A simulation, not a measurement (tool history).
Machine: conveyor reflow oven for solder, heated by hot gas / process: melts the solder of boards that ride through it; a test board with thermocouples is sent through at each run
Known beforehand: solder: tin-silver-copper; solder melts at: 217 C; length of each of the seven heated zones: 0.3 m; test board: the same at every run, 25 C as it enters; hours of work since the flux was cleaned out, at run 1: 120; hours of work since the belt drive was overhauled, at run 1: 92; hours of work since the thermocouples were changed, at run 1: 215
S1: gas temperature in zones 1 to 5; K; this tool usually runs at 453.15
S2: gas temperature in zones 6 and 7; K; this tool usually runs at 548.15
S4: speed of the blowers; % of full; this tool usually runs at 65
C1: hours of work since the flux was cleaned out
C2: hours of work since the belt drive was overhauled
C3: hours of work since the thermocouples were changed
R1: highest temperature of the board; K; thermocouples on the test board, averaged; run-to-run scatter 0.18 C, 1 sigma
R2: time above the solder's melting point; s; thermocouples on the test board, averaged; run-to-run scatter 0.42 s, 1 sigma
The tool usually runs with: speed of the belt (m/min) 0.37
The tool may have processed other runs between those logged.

run 1 hour=0 | S1=453.15 S2=548.15 speed_of_the_belt_(m/min)=0.37 S4=65 | C1=120 C2=92 C3=215 | R1=531.75 R2=79.5
run 2 hour=8.2 | S1=453.15 S2=548.15 speed_of_the_belt_(m/min)=0.37 S4=65 | C1=125 C2=97 C3=220 | R1=531.65 R2=80.8
run 3 hour=17.9 | S1=453.15 S2=548.15 speed_of_the_belt_(m/min)=0.37 S4=65 | C1=131 C2=102 C3=226 | R1=531.75 R2=79.9
run 4 hour=28 | S1=453.15 S2=548.15 speed_of_the_belt_(m/min)=0.37 S4=65 | C1=137 C2=109 C3=232 | R1=531.55 R2=80
run 5 hour=35.5 | S1=453.15 S2=548.15 speed_of_the_belt_(m/min)=0.37 S4=65 | C1=141 C2=113 C3=237 | R1=531.45 R2=80.5
run 6 hour=45.2 | S1=448.15 S2=548.15 speed_of_the_belt_(m/min)=0.37 S4=65 | C1=147 C2=119 C3=243 | R1=530.55 R2=77.4
run 7 hour=55.6 | S1=448.15 S2=548.15 speed_of_the_belt_(m/min)=0.37 S4=65 | C1=154 C2=126 C3=249 | R1=530.45 R2=76.6
run 8 hour=65.2 | S1=448.15 S2=548.15 speed_of_the_belt_(m/min)=0.37 S4=65 | C1=159 C2=131 C3=255 | R1=530.45 R2=76.8
run 9 hour=76 | S1=442.15 S2=556.15 speed_of_the_belt_(m/min)=0.333 S4=65 | C1=166 C2=138 C3=262 | R1=539.95 R2=90.6
run 10 hour=83.6 | S1=466.15 S2=548.15 speed_of_the_belt_(m/min)=0.352 S4=65 | C1=171 C2=143 C3=266 | R1=535.05 R2=95
run 11 hour=93.6 | S1=450.15 S2=561.15 speed_of_the_belt_(m/min)=0.37 S4=65 | C1=177 C2=149 C3=273 | R1=541.75 R2=85.9
run 12 hour=100 | S1=450.15 S2=561.15 speed_of_the_belt_(m/min)=0.37 S4=65 | C1=181 C2=153 C3=276 | R1=541.75 R2=86.4

What if the next run were any one of these 4? Each begins from the tool's condition after run 12:
run A hour=111.2 | S1=456.15 S2=548.15 speed_of_the_belt_(m/min)=0.336 S4=87 | C1=188 C2=159 C3=283 | R1=? R2=?
run B hour=111.2 | S1=450.15 S2=551.15 speed_of_the_belt_(m/min)=0.37 S4=53 | C1=188 C2=159 C3=283 | R1=? R2=?
run C hour=111.2 | S1=453.15 S2=548.15 speed_of_the_belt_(m/min)=0.44 S4=65 | C1=188 C2=159 C3=283 | R1=? R2=?
run D hour=111.2 | S1=454.15 S2=561.15 speed_of_the_belt_(m/min)=0.37 S4=65 | C1=188 C2=159 C3=283 | R1=? R2=?

run=A R1=538.05 R2=96.4
run=B R1=529.75 R2=75.9
run=C R1=524.95 R2=60.6
run=D R1=542.35 R2=87.9
The same runs, with their run-to-run variation unchanged, on a tool lacking any hidden condition would have given:
run=A R1=539.05 R2=97
run=B R1=531.15 R2=77.3
run=C R1=526.75 R2=62.5
run=D R1=543.85 R2=88.6

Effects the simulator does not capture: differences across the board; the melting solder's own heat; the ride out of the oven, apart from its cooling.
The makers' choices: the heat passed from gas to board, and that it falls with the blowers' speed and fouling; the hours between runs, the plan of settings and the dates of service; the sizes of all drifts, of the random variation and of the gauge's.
